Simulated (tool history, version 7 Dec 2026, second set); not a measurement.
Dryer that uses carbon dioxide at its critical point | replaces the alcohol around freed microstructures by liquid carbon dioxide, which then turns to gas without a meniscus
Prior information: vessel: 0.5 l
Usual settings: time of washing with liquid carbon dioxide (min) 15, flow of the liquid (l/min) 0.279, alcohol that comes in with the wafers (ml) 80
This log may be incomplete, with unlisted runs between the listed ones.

run	hour	time of washing with liquid carbon dioxide (min)	flow of the liquid (l/min)	alcohol that comes in with the wafers (ml)	alcohol left in the vessel before it's heated (ppm by volume)
1	0	15	0.279	80	270
2	18.9	15	0.279	80	275
3	31.3	15	0.279	80	286
4	43	15	0.279	26	208
5	63.5	20	0.279	80	170
6	82.3	15	0.279	21	207
7	103	15	0.279	80	332
8	122.6	15	0.19	80	1747
9	140	15	0.279	80	338
10	156.9	15	0.279	80	326
11	171.8	15	0.279	80	355
12	184.2	15	0.279	80	341
13	198.1	15	0.279	80	358
14	217	15	0.279	80	362
15	230.1	15	0.279	80	378
16	249.2	15	0.279	80	383
17	262	15	0.279	80	369
18	277.9	11	0.279	80	1304
19	287.9	11	0.279	80	1347
20	297.4	11	0.279	80	1314
21	317	15	0.376	80	233
22	335.1	15	0.376	80	239
23	349	15	0.279	80	421
24	365.7	9	0.279	24	1095
25	378	18	0.312	80	259
26	395.4	11	0.194	80	5693
27	411.9	11	0.194	80	5928
28	430.3	16	0.232	80	695
29	451.6	10	0.353	23	405
30	473.1	10	0.353	23	412
31	482.4	15	0.319	25	284
32	491.1	15	0.319	25	287
33	511.7	15	0.279	32	367
34	532.3	17	0.215	45	592
35	550.1	17	0.215	45	593
36	561	14	0.408	45	291
37	573.9	12	0.245	80	1948
38	590.9	11	0.407	34	345
39	601.4	11	0.407	34	337
40	621.1	11	0.279	80	1700
# hour 624.7: inlet filter changed
41	635.4	16	0.447	79	288
42	648	16	0.447	79	300
43	667.3	16	0.447	79	312
44	676	13	0.328	30	339
# hour 687.7: purifier's bed changed
45	690.6	13	0.328	30	29
46	707.6	13	0.328	30	44

Pick out some run-to-run changes in alcohol left in the vessel before it's heated (ppm by volume). Of each, how much would a tool without hidden state show as well, from the settings, what came in and chance, and how much is left for the hidden state and any gauge scatter not in both results compared?
Hidden state present: flow that reaches the vessel past the clogged filter, %; alcohol in the recycled carbon dioxide, ppm; drift of the gauge itself on alcohol_ppm, %.
Run 25 -> 26: time of washing with liquid carbon dioxide (min) 18 -> 11, flow of the liquid (l/min) 0.312 -> 0.194. alcohol left in the vessel before it's heated (ppm by volume) +5434: hidden state +2044, all else +3390.
Run 27 -> 28: time of washing with liquid carbon dioxide (min) 11 -> 16, flow of the liquid (l/min) 0.194 -> 0.232. alcohol left in the vessel before it's heated (ppm by volume) -5233: hidden state -1918, all else -3315.
Run 36 -> 37: time of washing with liquid carbon dioxide (min) 14 -> 12, flow of the liquid (l/min) 0.408 -> 0.245, alcohol that comes in with the wafers (ml) 45 -> 80. alcohol left in the vessel before it's heated (ppm by volume) +1657: hidden state +907, all else +750.
